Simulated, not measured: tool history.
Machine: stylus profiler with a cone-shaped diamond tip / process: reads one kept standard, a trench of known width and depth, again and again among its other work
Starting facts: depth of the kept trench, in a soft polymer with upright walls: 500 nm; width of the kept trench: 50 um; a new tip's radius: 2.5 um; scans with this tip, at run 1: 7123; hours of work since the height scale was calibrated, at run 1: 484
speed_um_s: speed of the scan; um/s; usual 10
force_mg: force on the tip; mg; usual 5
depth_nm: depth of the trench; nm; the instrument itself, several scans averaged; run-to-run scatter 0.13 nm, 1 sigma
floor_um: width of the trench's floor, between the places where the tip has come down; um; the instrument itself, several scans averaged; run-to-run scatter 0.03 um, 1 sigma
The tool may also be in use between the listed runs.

run,hour,speed_um_s,force_mg,scans with this tip,hours of work since the height scale was calibrated,depth_nm,floor_um
1,0,10,5,7123,484,505.2,45.87
2,31.1,10,2.26,7467,507,502.97,45.79
3,91.1,10,14.78,8130,552,511.24,45.69
4,152.1,10,14.78,8802,598,511.17,45.62
5,191.5,10,14.78,9237,627,511.19,45.55
6,218.7,10,14.78,9538,647,511.1,45.49
7,281.7,10,14.78,10234,695,510.85,45.47
8,320.4,10,14.78,10661,724,510.99,45.34
9,352.4,10,14.78,11015,748,511.08,45.32
10,378.3,10,9.83,11301,767,508.02,45.29
11,427.1,10,9.83,11839,804,508.25,45.29
12,483.6,10,9.83,12463,846,508.02,45.17
13,520.1,10,9.83,12866,873,507.82,45.07
14,553.2,10,9.83,13231,898,508.1,45.11
# hour 558.6: height scale calibrated on a step standard
15,579.7,10,2.02,13519,16,502.05,44.99
16,614.3,10,4.11,13900,42,503.8,44.98
17,642.7,10,4.11,14215,63,503.38,44.93
18,675.1,10,4.11,14572,87,503.82,44.95
19,717.1,10,10.86,15035,119,508.27,44.86
20,768.9,10,10.86,15607,158,508.21,44.9
21,808.9,22,5,16050,188,504.26,44.75
22,838.2,22,5,16373,210,504.27,44.64
23,871.3,22,5,16739,234,504.15,44.66
# hour 879.5: height scale calibrated on a step standard, once more
24,900.9,22,5,17059,16,506.07,44.63
25,949.5,22,5,17597,53,506.1,44.64
26,998.2,9,5,18134,89,505.95,44.53
27,1029.7,11,14.25,18481,113,511.58,44.56
# hour 1041.4: new tip fitted, height scale calibrated
28,1071.2,4,1.8,328,22,502.62,46.97
29,1109.1,13,13.84,747,51,511.09,46.92
30,1141,21,14.3,1100,75,511.28,46.86
31,1173.5,2,5.47,1458,99,505.77,46.79
32,1215,13,4,1916,130,504.74,46.71
33,1270.9,13,12.43,2533,172,510.12,46.59
34,1307.7,10,11.81,2940,200,509.74,46.5
35,1346.8,3,3,3372,229,503.55,46.42
36,1390,3,5,3849,261,504.98,46.37
37,1431.1,3,1.95,4303,292,502.59,46.27
38,1457,3,1.95,4589,311,502.42,46.25
39,1490.7,3,1.95,4961,337,502.57,46.15
40,1552.2,3,1.95,5640,383,502.52,46.1
41,1582,13,4.37,5968,405,504.28,46.06
42,1644.5,10,10.65,6659,452,508.87,45.92
43,1671.3,10,10.65,6955,472,508.8,45.87
44,1701.7,17,8.56,7290,495,507.45,45.87
45,1733.7,17,8.56,7644,519,507.45,45.86
46,1795,17,8.56,8321,565,507.23,45.69

Below are 4 alternative next runs, each starting from the tool's condition after run 46. Predict each:
A,1826.2,16,14.69,8665,588,?,?
B,1826.2,5,2.97,8665,588,?,?
C,1826.2,3,9.4,8665,588,?,?
D,1826.2,6,8.56,8665,588,?,?

run,depth_nm,floor_um
A,511.11,45.68
B,502.98,45.64
C,507.72,45.72
D,507.52,45.67
The same runs, with their run-to-run variation unchanged, on a tool lacking any hidden condition would have given:
run,depth_nm,floor_um
A,511.99,46.98
B,503.84,46.95
C,508.59,47.02
D,508.39,46.97
